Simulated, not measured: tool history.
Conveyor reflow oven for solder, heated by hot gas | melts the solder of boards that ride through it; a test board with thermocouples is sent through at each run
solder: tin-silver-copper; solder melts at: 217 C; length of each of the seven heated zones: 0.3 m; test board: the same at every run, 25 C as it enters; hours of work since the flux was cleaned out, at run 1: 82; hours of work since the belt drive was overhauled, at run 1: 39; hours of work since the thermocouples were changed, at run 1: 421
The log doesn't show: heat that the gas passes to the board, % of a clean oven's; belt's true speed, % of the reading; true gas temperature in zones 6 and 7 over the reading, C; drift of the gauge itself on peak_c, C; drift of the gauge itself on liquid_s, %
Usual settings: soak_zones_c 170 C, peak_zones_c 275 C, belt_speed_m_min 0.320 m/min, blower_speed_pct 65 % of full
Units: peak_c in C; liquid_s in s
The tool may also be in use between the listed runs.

run	day	soak_zones_c	peak_zones_c	belt_speed_m_min	blower_speed_pct	hours of work since the flux was cleaned out	hours of work since the belt drive was overhauled	hours of work since the thermocouples were changed	peak_c	liquid_s
1	0.000	170	275	0.320	65	82	39	421	255.4	84.7
2	0.308	170	275	0.320	65	88	44	427	255.1	83.1
3	0.800	170	286	0.320	65	97	53	436	264.4	92.2
4	1.192	170	275	0.320	65	104	60	443	255.1	84.6
5	1.738	170	275	0.320	65	113	70	452	254.8	82.7
6	2.146	170	275	0.320	65	121	77	460	254.9	83.0
7	2.646	170	275	0.320	65	130	86	469	254.6	83.1
8	2.954	170	275	0.348	65	135	92	474	251.1	72.6
9	3.371	170	275	0.348	65	143	99	482	251.1	71.4
# day 3.638: flux residue cleaned out of gas plates and filters
10	3.842	170	275	0.320	70	4	104	486	255.5	85.0
11	4.158	170	275	0.320	70	9	109	492	255.9	84.4
12	4.438	170	275	0.320	70	14	114	497	255.2	84.1
# day 4.975: flux residue cleaned out of gas plates and filters, once more
13	5.042	170	275	0.320	73	1	122	504	259.2	87.9
14	5.446	170	275	0.320	73	8	129	511	259.0	88.3
15	6.038	170	275	0.320	73	19	139	522	259.2	89.1
16	6.612	170	275	0.320	73	29	150	532	259.2	88.3
17	7.025	177	289	0.300	51	37	157	540	266.0	103.7
18	7.400	180	280	0.281	51	43	164	546	262.2	109.3
19	7.917	180	280	0.281	51	53	173	556	261.8	108.1
20	8.538	184	278	0.344	65	64	184	567	258.7	87.0
21	9.008	184	268	0.344	51	72	193	575	244.9	71.6
22	9.412	184	268	0.344	51	80	200	583	245.2	71.4
23	9.854	184	268	0.375	51	88	208	591	241.3	58.8
24	10.479	163	276	0.292	65	99	219	602	258.8	93.5
25	11.017	171	276	0.292	65	108	229	611	259.6	98.3
26	11.575	171	275	0.287	65	118	239	621	259.6	100.4
27	12.196	171	275	0.287	65	129	250	632	259.7	100.4
28	12.571	170	277	0.320	67	136	257	639	257.8	86.9
29	13.142	170	281	0.320	65	146	267	649	260.3	88.6
30	13.675	170	275	0.320	50	156	276	659	248.6	75.4
31	14.317	170	275	0.320	50	167	288	670	248.6	74.7

Forecast each of these 4 alternatives for the next run:
A	14.604	184	275	0.320	65	173	293	676	?	?
B	14.604	179	275	0.303	53	173	293	676	?	?
C	14.604	181	270	0.320	65	173	293	676	?	?
D	14.604	160	264	0.320	65	173	293	676	?	?

run	peak_c	liquid_s
A	257.9	94.3
B	254.5	92.7
C	252.9	88.0
D	243.6	65.3
Without the tool's hidden state the same runs would have given:
run	peak_c	liquid_s
A	257.9	94.2
B	254.4	92.4
C	253.0	88.1
D	243.9	66.2

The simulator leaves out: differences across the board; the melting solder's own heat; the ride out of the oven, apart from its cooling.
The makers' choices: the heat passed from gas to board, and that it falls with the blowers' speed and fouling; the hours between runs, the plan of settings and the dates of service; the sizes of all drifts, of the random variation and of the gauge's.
